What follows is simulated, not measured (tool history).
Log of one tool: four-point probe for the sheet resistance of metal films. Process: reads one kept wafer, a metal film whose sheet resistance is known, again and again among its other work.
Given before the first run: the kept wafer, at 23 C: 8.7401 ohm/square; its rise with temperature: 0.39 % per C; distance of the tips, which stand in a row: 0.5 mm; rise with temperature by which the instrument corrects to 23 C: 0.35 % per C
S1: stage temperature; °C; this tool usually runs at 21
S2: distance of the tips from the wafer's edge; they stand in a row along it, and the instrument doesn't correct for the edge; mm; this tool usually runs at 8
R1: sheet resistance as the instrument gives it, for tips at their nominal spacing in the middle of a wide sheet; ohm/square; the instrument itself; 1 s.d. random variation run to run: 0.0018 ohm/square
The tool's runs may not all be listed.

run 1 hour=0 | S1=21 S2=8 | R1=8.748426
run 2 hour=85.8 | S1=21 S2=8 | R1=8.750583
run 3 hour=151.3 | S1=21 S2=8 | R1=8.753028
run 4 hour=200.9 | S1=21 S2=8 | R1=8.753924
run 5 hour=240.4 | S1=21 S2=20 | R1=8.736268
run 6 hour=311.8 | S1=21 S2=70 | R1=8.732744
run 7 hour=356.2 | S1=21 S2=70 | R1=8.730776
run 8 hour=422.6 | S1=21 S2=70 | R1=8.733315
run 9 hour=500 | S1=21 S2=70 | R1=8.731476
run 10 hour=551.7 | S1=24 S2=71 | R1=8.744362
run 11 hour=598 | S1=21 S2=31 | R1=8.736635
run 12 hour=675.5 | S1=21 S2=31 | R1=8.733609

3 ways to go on from here, each from the tool as it stands after run 12. What would each give?
run A hour=755.4 | S1=34 S2=21 | R1=?
run B hour=755.4 | S1=21 S2=4 | R1=?
run C hour=755.4 | S1=20 S2=52 | R1=?

run=A R1=8.781041
run=B R1=8.805047
run=C R1=8.729556
Stripped of hidden state, with their random variation kept, the same runs would have yielded:
run=A R1=8.781409
run=B R1=8.805415
run=C R1=8.729922

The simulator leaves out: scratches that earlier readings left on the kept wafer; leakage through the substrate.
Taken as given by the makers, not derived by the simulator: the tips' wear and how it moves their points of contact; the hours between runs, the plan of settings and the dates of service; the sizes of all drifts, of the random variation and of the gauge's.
